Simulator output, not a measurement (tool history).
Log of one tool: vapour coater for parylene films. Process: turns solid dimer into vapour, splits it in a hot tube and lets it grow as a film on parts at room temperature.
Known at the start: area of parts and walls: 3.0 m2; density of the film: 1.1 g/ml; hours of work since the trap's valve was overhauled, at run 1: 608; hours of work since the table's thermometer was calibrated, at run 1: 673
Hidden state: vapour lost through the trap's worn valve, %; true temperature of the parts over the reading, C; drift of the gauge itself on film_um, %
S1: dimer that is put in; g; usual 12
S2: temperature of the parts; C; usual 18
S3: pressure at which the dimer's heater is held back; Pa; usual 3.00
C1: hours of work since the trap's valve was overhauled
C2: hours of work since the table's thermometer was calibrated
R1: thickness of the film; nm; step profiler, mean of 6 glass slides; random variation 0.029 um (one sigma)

| run | hour | S1 | S2 | S3 | C1 | C2 | R1 |
|---|---|---|---|---|---|---|---|
| 1 | 0.0 | 12 | 18 | 3.00 | 608 | 673 | 2460 |
| 2 | 31.8 | 12 | 18 | 3.00 | 629 | 695 | 2430 |
| 3 | 56.1 | 12 | 18 | 3.00 | 646 | 711 | 2370 |
| 4 | 74.9 | 12 | 18 | 3.00 | 659 | 724 | 2390 |
| 5 | 103.3 | 12 | 18 | 5.71 | 678 | 743 | 2190 |
| 6 | 130.0 | 12 | 18 | 5.71 | 696 | 761 | 2150 |
|  | 137.3 | trap's valve overhauled |
| 7 | 148.7 | 12 | 18 | 5.71 | 8 | 771 | 2420 |
| 8 | 174.6 | 12 | 18 | 5.71 | 25 | 789 | 2470 |
| 9 | 204.1 | 12 | 18 | 5.71 | 45 | 809 | 2400 |
| 10 | 232.2 | 12 | 18 | 3.00 | 64 | 828 | 2660 |
| 11 | 251.0 | 10 | 18 | 3.00 | 77 | 841 | 2200 |
| 12 | 281.1 | 12 | 18 | 6.35 | 97 | 861 | 2360 |
| 13 | 295.5 | 12 | 18 | 6.35 | 107 | 871 | 2360 |
| 14 | 323.4 | 12 | 11 | 3.00 | 126 | 890 | 3480 |
| 15 | 349.0 | 12 | 11 | 3.00 | 143 | 907 | 3480 |
| 16 | 376.9 | 12 | 11 | 3.00 | 162 | 926 | 3400 |
| 17 | 395.1 | 7 | 11 | 2.61 | 174 | 938 | 2040 |
| 18 | 415.9 | 9 | 14 | 5.59 | 188 | 952 | 2090 |
| 19 | 433.7 | 9 | 14 | 5.59 | 201 | 964 | 2070 |
| 20 | 460.1 | 9 | 14 | 5.59 | 218 | 982 | 2120 |
| 21 | 478.0 | 7 | 13 | 8.18 | 230 | 994 | 1570 |
| 22 | 508.3 | 7 | 13 | 8.18 | 251 | 1015 | 1540 |
| 23 | 524.1 | 15 | 17 | 9.46 | 262 | 1025 | 2820 |
| 24 | 547.4 | 11 | 19 | 4.26 | 277 | 1041 | 2110 |
| 25 | 579.6 | 8 | 11 | 3.00 | 299 | 1063 | 2220 |
| 26 | 602.8 | 9 | 18 | 2.11 | 315 | 1079 | 2010 |
| 27 | 626.2 | 9 | 18 | 2.11 | 331 | 1094 | 2010 |

Expected results for the next run?
| 28 | 648.7 | 9 | 18 | 2.11 | 346 | 1110 | ? |

Run 28 gave R1 2030 nm.
On a tool with no hidden condition, and with the same random variation, this run would have come out at R1 2150 nm.

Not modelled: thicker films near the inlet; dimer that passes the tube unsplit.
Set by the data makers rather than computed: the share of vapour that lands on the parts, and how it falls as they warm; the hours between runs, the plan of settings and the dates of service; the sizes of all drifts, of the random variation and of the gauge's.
